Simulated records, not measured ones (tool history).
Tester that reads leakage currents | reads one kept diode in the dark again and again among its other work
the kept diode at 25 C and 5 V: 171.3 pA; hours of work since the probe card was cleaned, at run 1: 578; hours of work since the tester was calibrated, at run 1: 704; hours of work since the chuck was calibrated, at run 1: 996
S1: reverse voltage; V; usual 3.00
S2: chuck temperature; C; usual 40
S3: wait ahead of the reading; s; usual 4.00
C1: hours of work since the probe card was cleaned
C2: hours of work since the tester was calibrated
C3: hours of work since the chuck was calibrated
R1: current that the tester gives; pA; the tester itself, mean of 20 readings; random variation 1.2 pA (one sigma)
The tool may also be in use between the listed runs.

{"run": 1, "day": 0.0, "S1": 3.0, "S2": 40, "S3": 4.0, "C1": 578, "C2": 704, "C3": 996, "R1": 373.85}
{"run": 2, "day": 4.362, "S1": 3.0, "S2": 40, "S3": 4.0, "C1": 628, "C2": 755, "C3": 1047, "R1": 372.1}
{"run": 3, "day": 8.479, "S1": 3.0, "S2": 40, "S3": 4.0, "C1": 675, "C2": 802, "C3": 1094, "R1": 370.37}
{"run": 4, "day": 12.375, "S1": 3.0, "S2": 40, "S3": 4.0, "C1": 720, "C2": 847, "C3": 1139, "R1": 371.32}
{"run": 5, "day": 16.692, "S1": 3.0, "S2": 40, "S3": 4.0, "C1": 770, "C2": 896, "C3": 1188, "R1": 368.19}
{"run": 6, "day": 20.304, "S1": 3.0, "S2": 32, "S3": 4.0, "C1": 811, "C2": 938, "C3": 1230, "R1": 206.01}
{"run": 7, "day": 22.933, "S1": 3.0, "S2": 32, "S3": 4.0, "C1": 842, "C2": 968, "C3": 1260, "R1": 206.48}
{"day": 23.521, "done": "probe card cleaned and baked"}
{"run": 8, "day": 26.212, "S1": 8.65, "S2": 40, "S3": 4.0, "C1": 31, "C2": 1004, "C3": 1296, "R1": 578.2}
{"run": 9, "day": 28.308, "S1": 3.0, "S2": 31, "S3": 4.0, "C1": 55, "C2": 1029, "C3": 1321, "R1": 191.03}
{"run": 10, "day": 30.325, "S1": 3.0, "S2": 40, "S3": 4.0, "C1": 78, "C2": 1052, "C3": 1344, "R1": 365.19}
{"run": 11, "day": 32.746, "S1": 3.0, "S2": 40, "S3": 9.02, "C1": 106, "C2": 1080, "C3": 1372, "R1": 362.77}
{"run": 12, "day": 37.121, "S1": 3.0, "S2": 40, "S3": 9.02, "C1": 156, "C2": 1130, "C3": 1422, "R1": 360.96}
{"run": 13, "day": 40.679, "S1": 3.0, "S2": 60, "S3": 9.02, "C1": 197, "C2": 1171, "C3": 1463, "R1": 1338.16}
{"run": 14, "day": 43.925, "S1": 3.0, "S2": 60, "S3": 9.02, "C1": 235, "C2": 1208, "C3": 1500, "R1": 1333.15}
{"day": 44.238, "done": "chuck's temperature calibrated"}
{"day": 47.35, "done": "probe card cleaned and baked, once more"}
{"run": 15, "day": 47.592, "S1": 1.22, "S2": 40, "S3": 3.98, "C1": 3, "C2": 1248, "C3": 37, "R1": 278.61}
{"run": 16, "day": 49.842, "S1": 3.0, "S2": 58, "S3": 5.43, "C1": 29, "C2": 1274, "C3": 63, "R1": 1326.47}
{"run": 17, "day": 54.121, "S1": 3.0, "S2": 58, "S3": 5.43, "C1": 78, "C2": 1323, "C3": 112, "R1": 1322.55}
{"run": 18, "day": 57.95, "S1": 18.89, "S2": 38, "S3": 4.0, "C1": 122, "C2": 1367, "C3": 156, "R1": 779.05}
{"run": 19, "day": 60.467, "S1": 14.69, "S2": 36, "S3": 1.71, "C1": 151, "C2": 1396, "C3": 185, "R1": 609.58}
{"run": 20, "day": 65.338, "S1": 14.69, "S2": 36, "S3": 1.71, "C1": 207, "C2": 1452, "C3": 241, "R1": 606.34}
{"run": 21, "day": 68.262, "S1": 4.47, "S2": 32, "S3": 7.82, "C1": 241, "C2": 1486, "C3": 275, "R1": 269.19}
{"run": 22, "day": 72.229, "S1": 4.47, "S2": 32, "S3": 7.82, "C1": 286, "C2": 1531, "C3": 321, "R1": 268.98}
{"run": 23, "day": 76.404, "S1": 8.33, "S2": 32, "S3": 5.14, "C1": 334, "C2": 1579, "C3": 369, "R1": 350.54}

How the hidden state differs across the entries between the runs, from the last listed run before each to the first after it:
Between runs 7 and 8: probe card cleaned and baked (day 23.521)
  stray current of the dirty probe card, pA a volt: 0.233 -> 0.329; current scale over the true one, %: -0.4 -> -0.41; true chuck temperature over the reading, C: -1.61 -> -1.66
  measured less the result without the state, R1: -26.01 -> -70.32 pA
Between runs 14 and 15: chuck's temperature calibrated (day 44.238); probe card cleaned and baked, once more (day 47.350)
  stray current of the dirty probe card, pA a volt: 0.379 -> 0.021; current scale over the true one, %: -0.49 -> -0.51; true chuck temperature over the reading, C: -1.92 -> 0.08
  measured less the result without the state, R1: -173.28 -> +0.16 pA
